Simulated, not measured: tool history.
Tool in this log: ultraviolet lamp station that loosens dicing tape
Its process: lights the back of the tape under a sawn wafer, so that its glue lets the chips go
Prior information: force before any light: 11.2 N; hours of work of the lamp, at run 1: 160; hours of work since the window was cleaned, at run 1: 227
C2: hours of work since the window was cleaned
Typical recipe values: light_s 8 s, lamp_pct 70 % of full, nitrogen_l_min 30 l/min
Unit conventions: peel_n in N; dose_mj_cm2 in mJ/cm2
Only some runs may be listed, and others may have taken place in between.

Run 1, hour 0.0: usual settings; hours of work of the lamp 160; C2 227. Result: peel_n 1.393 N, dose_mj_cm2 491 mJ/cm2.
At hour 16.3: window cleaned of glue's vapour.
Run 2, hour 26.7: usual settings; hours of work of the lamp 177; C2 7. Result: peel_n 1.407 N, dose_mj_cm2 492 mJ/cm2.
Run 3, hour 40.6: usual settings; hours of work of the lamp 186; C2 16. Result: peel_n 1.379 N, dose_mj_cm2 489 mJ/cm2.
Run 4, hour 57.8: usual settings; hours of work of the lamp 197; C2 27. Result: peel_n 1.384 N, dose_mj_cm2 498 mJ/cm2.
Run 5, hour 74.6: usual settings; hours of work of the lamp 209; C2 38. Result: peel_n 1.385 N, dose_mj_cm2 493 mJ/cm2.
Run 6, hour 96.8: usual settings; hours of work of the lamp 223; C2 53. Result: peel_n 1.438 N, dose_mj_cm2 493 mJ/cm2.
Run 7, hour 111.2: usual settings; hours of work of the lamp 232; C2 62. Result: peel_n 1.391 N, dose_mj_cm2 491 mJ/cm2.
Run 8, hour 128.2: usual settings; hours of work of the lamp 244; C2 73. Result: peel_n 1.382 N, dose_mj_cm2 493 mJ/cm2.
Run 9, hour 155.0: usual settings; hours of work of the lamp 261; C2 91. Result: peel_n 1.359 N, dose_mj_cm2 490 mJ/cm2.
Run 10, hour 172.6: usual settings; hours of work of the lamp 273; C2 102. Result: peel_n 1.359 N, dose_mj_cm2 490 mJ/cm2.
Run 11, hour 188.3: usual settings; hours of work of the lamp 283; C2 113. Result: peel_n 1.402 N, dose_mj_cm2 494 mJ/cm2.
Run 12, hour 200.8: usual settings; hours of work of the lamp 291; C2 121. Result: peel_n 1.404 N, dose_mj_cm2 489 mJ/cm2.
Run 13, hour 213.1: usual settings; hours of work of the lamp 299; C2 129. Result: peel_n 1.403 N, dose_mj_cm2 494 mJ/cm2.
Run 14, hour 225.2: usual settings; hours of work of the lamp 307; C2 137. Result: peel_n 1.413 N, dose_mj_cm2 497 mJ/cm2.
Run 15, hour 242.1: usual settings but light_s 9 s; hours of work of the lamp 318; C2 148. Result: peel_n 1.124 N, dose_mj_cm2 557 mJ/cm2.
Run 16, hour 259.1: usual settings but light_s 9 s; hours of work of the lamp 329; C2 159. Result: peel_n 1.076 N, dose_mj_cm2 556 mJ/cm2.
Run 17, hour 278.6: usual settings but light_s 9 s; hours of work of the lamp 342; C2 172. Result: peel_n 1.090 N, dose_mj_cm2 554 mJ/cm2.
Run 18, hour 301.6: usual settings but light_s 9 s; hours of work of the lamp 357; C2 187. Result: peel_n 1.083 N, dose_mj_cm2 555 mJ/cm2.
Run 19, hour 324.8: usual settings but lamp_pct 71 % of full; hours of work of the lamp 373; C2 202. Result: peel_n 1.355 N, dose_mj_cm2 495 mJ/cm2.
Run 20, hour 346.9: usual settings; hours of work of the lamp 387; C2 217. Result: peel_n 1.394 N, dose_mj_cm2 498 mJ/cm2.
Run 21, hour 358.5: usual settings but lamp_pct 62 % of full; hours of work of the lamp 395; C2 224. Result: peel_n 1.721 N, dose_mj_cm2 433 mJ/cm2.
Run 22, hour 377.2: usual settings but lamp_pct 62 % of full; hours of work of the lamp 407; C2 237. Result: peel_n 1.723 N, dose_mj_cm2 433 mJ/cm2.
At hour 379.1: window cleaned of glue's vapour.
Run 23, hour 394.8: usual settings but light_s 12 s, lamp_pct 88 % of full, nitrogen_l_min 27 l/min; hours of work of the lamp 418; C2 10. Result: peel_n 0.420 N, dose_mj_cm2 927 mJ/cm2.
Run 24, hour 415.2: usual settings but light_s 12 s, lamp_pct 88 % of full, nitrogen_l_min 27 l/min; hours of work of the lamp 432; C2 24. Result: peel_n 0.415 N, dose_mj_cm2 934 mJ/cm2.
Run 25, hour 434.2: usual settings but light_s 13 s, nitrogen_l_min 10 l/min; hours of work of the lamp 444; C2 36. Result: peel_n 1.282 N, dose_mj_cm2 798 mJ/cm2.
Run 26, hour 453.3: usual settings but light_s 7 s; hours of work of the lamp 457; C2 49. Result: peel_n 1.813 N, dose_mj_cm2 431 mJ/cm2.
Run 27, hour 476.1: usual settings but light_s 6 s, nitrogen_l_min 38 l/min; hours of work of the lamp 472; C2 64. Result: peel_n 1.939 N, dose_mj_cm2 371 mJ/cm2.
Run 28, hour 502.0: usual settings but light_s 6 s, nitrogen_l_min 38 l/min; hours of work of the lamp 488; C2 81. Result: peel_n 1.957 N, dose_mj_cm2 369 mJ/cm2.
Run 29, hour 513.7: usual settings but nitrogen_l_min 18 l/min; hours of work of the lamp 496; C2 88. Result: peel_n 1.960 N, dose_mj_cm2 490 mJ/cm2.
Run 30, hour 526.2: usual settings but light_s 6 s, lamp_pct 72 % of full, nitrogen_l_min 32 l/min; hours of work of the lamp 504; C2 96. Result: peel_n 2.143 N, dose_mj_cm2 379 mJ/cm2.
Run 31, hour 547.8: usual settings but light_s 6 s, lamp_pct 63 % of full, nitrogen_l_min 32 l/min; hours of work of the lamp 519; C2 111. Result: peel_n 2.568 N, dose_mj_cm2 333 mJ/cm2.
Run 32, hour 561.5: usual settings but light_s 6 s, lamp_pct 63 % of full, nitrogen_l_min 32 l/min; hours of work of the lamp 528; C2 120. Result: peel_n 2.613 N, dose_mj_cm2 332 mJ/cm2.
Run 33, hour 573.3: usual settings but light_s 6 s, lamp_pct 63 % of full, nitrogen_l_min 32 l/min; hours of work of the lamp 535; C2 127. Result: peel_n 2.543 N, dose_mj_cm2 331 mJ/cm2.
Run 34, hour 584.1: usual settings but light_s 12 s; hours of work of the lamp 542; C2 134. Result: peel_n 0.612 N, dose_mj_cm2 746 mJ/cm2.
Run 35, hour 600.2: usual settings but light_s 12 s; hours of work of the lamp 553; C2 145. Result: peel_n 0.597 N, dose_mj_cm2 742 mJ/cm2.
Run 36, hour 614.1: usual settings but light_s 6 s, lamp_pct 90 % of full, nitrogen_l_min 12 l/min; hours of work of the lamp 562; C2 154. Result: peel_n 2.650 N, dose_mj_cm2 474 mJ/cm2.
Run 37, hour 640.2: usual settings but light_s 7 s, lamp_pct 94 % of full, nitrogen_l_min 29 l/min; hours of work of the lamp 579; C2 171. Result: peel_n 1.037 N, dose_mj_cm2 577 mJ/cm2.
Run 38, hour 660.7: usual settings but light_s 10 s, lamp_pct 66 % of full, nitrogen_l_min 29 l/min; hours of work of the lamp 593; C2 185. Result: peel_n 1.025 N, dose_mj_cm2 580 mJ/cm2.
Run 39, hour 673.5: usual settings but light_s 5 s, lamp_pct 77 % of full, nitrogen_l_min 59 l/min; hours of work of the lamp 601; C2 193. Result: peel_n 1.784 N, dose_mj_cm2 337 mJ/cm2.
Run 40, hour 691.5: usual settings but lamp_pct 64 % of full, nitrogen_l_min 40 l/min; hours of work of the lamp 613; C2 205. Result: peel_n 1.372 N, dose_mj_cm2 443 mJ/cm2.
Run 41, hour 711.5: usual settings but lamp_pct 74 % of full, nitrogen_l_min 48 l/min; hours of work of the lamp 626; C2 218. Result: peel_n 0.880 N, dose_mj_cm2 514 mJ/cm2.
Run 42, hour 734.7: usual settings but light_s 15 s, lamp_pct 91 % of full, nitrogen_l_min 48 l/min; hours of work of the lamp 641; C2 233. Result: peel_n 0.234 N, dose_mj_cm2 1198 mJ/cm2.
At hour 741.0: window cleaned of glue's vapour.
Run 43, hour 748.3: usual settings but light_s 5 s, lamp_pct 60 % of full, nitrogen_l_min 9 l/min; hours of work of the lamp 650; C2 5. Result: peel_n 5.624 N, dose_mj_cm2 262 mJ/cm2.
Run 44, hour 773.2: usual settings but light_s 5 s, lamp_pct 60 % of full, nitrogen_l_min 9 l/min; hours of work of the lamp 666; C2 21. Result: peel_n 5.460 N, dose_mj_cm2 263 mJ/cm2.

Each row is a separate what-if for the run after 44, all from the same tool condition, not one after another. Results?
Run A, hour 787.5: usual settings but light_s 10 s, lamp_pct 64 % of full, nitrogen_l_min 22 l/min; hours of work of the lamp 675; C2 30. Result: peel_n ?, dose_mj_cm2 ?.
Run B, hour 787.5: usual settings but light_s 14 s, lamp_pct 65 % of full; hours of work of the lamp 675; C2 30. Result: peel_n ?, dose_mj_cm2 ?.
Run C, hour 787.5: usual settings but nitrogen_l_min 29 l/min; hours of work of the lamp 675; C2 30. Result: peel_n ?, dose_mj_cm2 ?.

run  peel_n  dose_mj_cm2
  A   1.333          561
  B   0.530          793
  C   1.406          493
Take away the tool's hidden state, keep each run's random variation, and the runs would have read:
run  peel_n  dose_mj_cm2
  A   1.322          564
  B   0.526          796
  C   1.395          495
